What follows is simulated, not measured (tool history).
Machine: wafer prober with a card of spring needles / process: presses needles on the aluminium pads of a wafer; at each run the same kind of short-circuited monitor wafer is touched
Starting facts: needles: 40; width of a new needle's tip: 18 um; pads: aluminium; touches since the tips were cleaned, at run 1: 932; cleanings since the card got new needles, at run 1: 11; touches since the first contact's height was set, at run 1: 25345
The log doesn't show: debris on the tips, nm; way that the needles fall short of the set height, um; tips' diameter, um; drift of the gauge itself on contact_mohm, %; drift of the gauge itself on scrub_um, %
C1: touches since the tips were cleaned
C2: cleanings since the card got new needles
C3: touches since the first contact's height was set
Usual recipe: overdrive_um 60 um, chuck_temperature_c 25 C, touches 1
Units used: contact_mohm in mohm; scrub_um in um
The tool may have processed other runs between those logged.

Run 1, hour 0: usual settings; C1 932; C2 11; C3 25345. Result: contact_mohm 210 mohm, scrub_um 9.44 um.
At hour 5: tips cleaned on abrasive film.
At hour 14.3: tips cleaned on abrasive film.
Run 2, hour 18.4: usual settings; C1 882; C2 13; C3 29265. Result: contact_mohm 213 mohm, scrub_um 9.69 um.
At hour 23.6: tips cleaned on abrasive film.
Run 3, hour 31.1: usual settings; C1 1601; C2 14; C3 31961. Result: contact_mohm 255 mohm, scrub_um 9.5 um.
At hour 32.9: tips cleaned on abrasive film.
At hour 42.5: tips cleaned on abrasive film.
Run 4, hour 43.8: usual settings but overdrive_um 48 um; C1 268; C2 16; C3 34640. Result: contact_mohm 194 mohm, scrub_um 7.34 um.
At hour 52.5: tips cleaned on abrasive film.
Run 5, hour 57.7: usual settings but overdrive_um 48 um, chuck_temperature_c 113 C; C1 1114; C2 17; C3 37618. Result: contact_mohm 296 mohm, scrub_um 7.61 um.
At hour 61.2: tips cleaned on abrasive film.
Run 6, hour 67.7: usual settings but chuck_temperature_c 69 C; C1 1395; C2 18; C3 39735. Result: contact_mohm 248 mohm, scrub_um 9.61 um.
At hour 70.5: tips cleaned on abrasive film.
At hour 79.1: tips cleaned on abrasive film.
Run 7, hour 83.4: usual settings but overdrive_um 46 um, chuck_temperature_c 69 C; C1 932; C2 20; C3 43077. Result: contact_mohm 283 mohm, scrub_um 7.03 um.
At hour 88.7: tips cleaned on abrasive film.
Run 8, hour 95.6: usual settings but overdrive_um 46 um, chuck_temperature_c 69 C; C1 1493; C2 21; C3 45681. Result: contact_mohm 331 mohm, scrub_um 7.04 um.
At hour 98: tips cleaned on abrasive film.
At hour 106.6: tips cleaned on abrasive film.
Run 9, hour 109.9: usual settings but overdrive_um 46 um, chuck_temperature_c 69 C; C1 698; C2 23; C3 48701. Result: contact_mohm 267 mohm, scrub_um 6.94 um.
At hour 116.4: tips cleaned on abrasive film.
At hour 125.9: tips cleaned on abrasive film.
Run 10, hour 126.1: usual settings but overdrive_um 46 um, chuck_temperature_c 69 C; C1 50; C2 25; C3 52148. Result: contact_mohm 181 mohm, scrub_um 6.99 um.
At hour 135.5: tips cleaned on abrasive film.
Run 11, hour 143.3: usual settings but overdrive_um 59 um; C1 1689; C2 26; C3 55820. Result: contact_mohm 278 mohm, scrub_um 9.17 um.
At hour 144.5: tips cleaned on abrasive film.
At hour 153.1: tips cleaned on abrasive film.
Run 12, hour 161.3: usual settings but overdrive_um 59 um; C1 1764; C2 28; C3 59646. Result: contact_mohm 282 mohm, scrub_um 9.12 um.
At hour 162.6: tips cleaned on abrasive film.
At hour 171.3: tips cleaned on abrasive film.
Run 13, hour 173.7: usual settings but overdrive_um 71 um; C1 512; C2 30; C3 62263. Result: contact_mohm 173 mohm, scrub_um 11.13 um.
At hour 180.1: tips cleaned on abrasive film.
At hour 189: tips cleaned on abrasive film.
Run 14, hour 189.6: usual settings but overdrive_um 71 um; C1 131; C2 32; C3 65630. Result: contact_mohm 153 mohm, scrub_um 10.86 um.
At hour 197.7: tips cleaned on abrasive film.
Run 15, hour 203.1: usual settings; C1 1164; C2 33; C3 68513. Result: contact_mohm 247 mohm, scrub_um 9.12 um.
At hour 207.1: tips cleaned on abrasive film.
At hour 215.8: tips cleaned on abrasive film.
Run 16, hour 218.1: usual settings; C1 498; C2 35; C3 71690. Result: contact_mohm 198 mohm, scrub_um 9.36 um.
At hour 225.8: tips cleaned on abrasive film.
At hour 235.3: tips cleaned on abrasive film.
Run 17, hour 237.2: usual settings but overdrive_um 67 um, chuck_temperature_c 30 C, touches 2; C1 400; C2 37; C3 75756. Result: contact_mohm 158 mohm, scrub_um 10.08 um.
At hour 244.9: tips cleaned on abrasive film.
Run 18, hour 250.1: usual settings but overdrive_um 59 um; C1 1117; C2 38; C3 78506. Result: contact_mohm 250 mohm, scrub_um 9.1 um.
At hour 253.5: tips cleaned on abrasive film.
Run 19, hour 258.5: usual settings; C1 1075; C2 39; C3 80297. Result: contact_mohm 233 mohm, scrub_um 9.29 um.
At hour 262.7: tips cleaned on abrasive film.
At hour 271.2: tips cleaned on abrasive film.
Run 20, hour 271.4: usual settings but touches 2; C1 28; C2 41; C3 83012. Result: contact_mohm 150 mohm, scrub_um 9.23 um.
Run 21, hour 279.4: usual settings but overdrive_um 77 um, chuck_temperature_c 62 C, touches 2; C1 1751; C2 41; C3 84735. Result: contact_mohm 190 mohm, scrub_um 11.78 um.

Run 22, settings as shown, results not yet in. Your forecast:
At hour 281.1: tips cleaned on abrasive film.
At hour 289.8: tips cleaned on abrasive film.
Run 22, hour 290.6: usual settings but overdrive_um 56 um, chuck_temperature_c 86 C, touches 2; C1 176; C2 43; C3 87103. Result: contact_mohm ?, scrub_um ?.

Logged for run 22: contact_mohm 177 mohm, scrub_um 8.16 um.
With no hidden state in the tool, this same run would have given contact_mohm 149 mohm, scrub_um 8.89 um.

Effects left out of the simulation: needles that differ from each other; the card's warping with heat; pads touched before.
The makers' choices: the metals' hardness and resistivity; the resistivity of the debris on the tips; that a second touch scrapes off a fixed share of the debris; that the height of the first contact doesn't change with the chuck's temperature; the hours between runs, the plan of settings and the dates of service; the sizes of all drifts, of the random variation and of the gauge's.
